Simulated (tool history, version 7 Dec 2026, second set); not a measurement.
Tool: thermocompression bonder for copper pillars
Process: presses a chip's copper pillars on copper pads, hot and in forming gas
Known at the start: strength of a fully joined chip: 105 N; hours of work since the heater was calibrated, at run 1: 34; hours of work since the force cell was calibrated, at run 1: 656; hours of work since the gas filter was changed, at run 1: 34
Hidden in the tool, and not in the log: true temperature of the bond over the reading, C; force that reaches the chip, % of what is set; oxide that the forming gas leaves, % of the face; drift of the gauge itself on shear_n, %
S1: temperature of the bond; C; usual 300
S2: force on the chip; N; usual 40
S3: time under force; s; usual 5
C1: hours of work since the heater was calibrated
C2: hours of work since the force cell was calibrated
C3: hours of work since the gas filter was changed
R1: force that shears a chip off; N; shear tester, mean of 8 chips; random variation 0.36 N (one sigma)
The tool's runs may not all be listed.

Run 1, hour 0.0: usual settings; C1 34; C2 656; C3 34. Result: R1 54.4 N.
Run 2, hour 18.4: usual settings; C1 48; C2 669; C3 48. Result: R1 54.6 N.
Run 3, hour 34.8: usual settings; C1 59; C2 681; C3 59. Result: R1 54.4 N.
Run 4, hour 61.9: usual settings; C1 79; C2 701; C3 79. Result: R1 53.9 N.
Run 5, hour 78.4: usual settings; C1 91; C2 713; C3 91. Result: R1 53.2 N.
Run 6, hour 108.5: usual settings; C1 113; C2 735; C3 113. Result: R1 53.5 N.
Run 7, hour 144.2: usual settings but S3 13 s; C1 139; C2 760; C3 139. Result: R1 68.7 N.
Run 8, hour 170.1: usual settings; C1 157; C2 779; C3 157. Result: R1 52.0 N.
Run 9, hour 205.9: usual settings but S1 275 C; C1 183; C2 805; C3 183. Result: R1 40.8 N.
Run 10, hour 224.2: usual settings but S1 275 C; C1 196; C2 818; C3 196. Result: R1 41.1 N.
Run 11, hour 250.5: usual settings; C1 216; C2 837; C3 216. Result: R1 51.4 N.
At hour 281.6: forming gas filter changed.
Run 12, hour 282.0: usual settings; C1 238; C2 860; C3 0. Result: R1 57.1 N.
Run 13, hour 311.5: usual settings; C1 259; C2 881; C3 22. Result: R1 56.2 N.
Run 14, hour 330.7: usual settings; C1 273; C2 895; C3 36. Result: R1 56.0 N.
Run 15, hour 366.5: usual settings but S1 310 C; C1 299; C2 921; C3 61. Result: R1 60.3 N.
Run 16, hour 393.4: usual settings but S1 301 C, S2 28 N, S3 6 s; C1 319; C2 940; C3 81. Result: R1 46.8 N.
Run 17, hour 425.8: usual settings but S1 275 C, S2 28 N, S3 14 s; C1 342; C2 964; C3 104. Result: R1 49.0 N.
Run 18, hour 447.2: usual settings but S1 275 C, S2 27 N, S3 14 s; C1 357; C2 979; C3 120. Result: R1 47.3 N.
Run 19, hour 475.6: usual settings but S1 323 C, S2 47 N, S3 3 s; C1 378; C2 1000; C3 140. Result: R1 60.2 N.
Run 20, hour 497.2: usual settings but S1 312 C, S2 47 N, S3 13 s; C1 394; C2 1015; C3 156. Result: R1 79.6 N.
Run 21, hour 517.8: usual settings but S1 323 C, S2 47 N, S3 3 s; C1 409; C2 1030; C3 171. Result: R1 58.9 N.
Run 22, hour 538.9: usual settings but S1 273 C, S2 38 N; C1 424; C2 1046; C3 186. Result: R1 39.9 N.
Run 23, hour 566.8: usual settings but S2 48 N; C1 444; C2 1066; C3 206. Result: R1 58.7 N.
Run 24, hour 583.3: usual settings but S1 294 C, S2 26 N, S3 7 s; C1 456; C2 1078; C3 218. Result: R1 41.0 N.
Run 25, hour 601.4: usual settings but S1 319 C, S3 4 s; C1 469; C2 1091; C3 231. Result: R1 55.4 N.
At hour 610.0: forming gas filter changed.
Run 26, hour 628.6: usual settings but S1 319 C, S2 36 N, S3 4 s; C1 488; C2 1110; C3 13. Result: R1 58.5 N.

Forecast each of these 4 alternatives for the next run:
Run A, hour 657.4: usual settings but S1 319 C, S2 34 N; C1 509; C2 1131; C3 34. Result: R1 ?.
Run B, hour 657.4: usual settings but S1 322 C, S2 49 N, S3 13 s; C1 509; C2 1131; C3 34. Result: R1 ?.
Run C, hour 657.4: usual settings but S1 294 C, S2 36 N, S3 4 s; C1 509; C2 1131; C3 34. Result: R1 ?.
Run D, hour 657.4: usual settings but S2 30 N, S3 3 s; C1 509; C2 1131; C3 34. Result: R1 ?.

run    R1
  A  59.6
  B  88.5
  C  46.6
  D  39.0
Without the tool's hidden state the same runs would have given:
run    R1
  A  56.5
  B  87.0
  C  43.6
  D  36.3

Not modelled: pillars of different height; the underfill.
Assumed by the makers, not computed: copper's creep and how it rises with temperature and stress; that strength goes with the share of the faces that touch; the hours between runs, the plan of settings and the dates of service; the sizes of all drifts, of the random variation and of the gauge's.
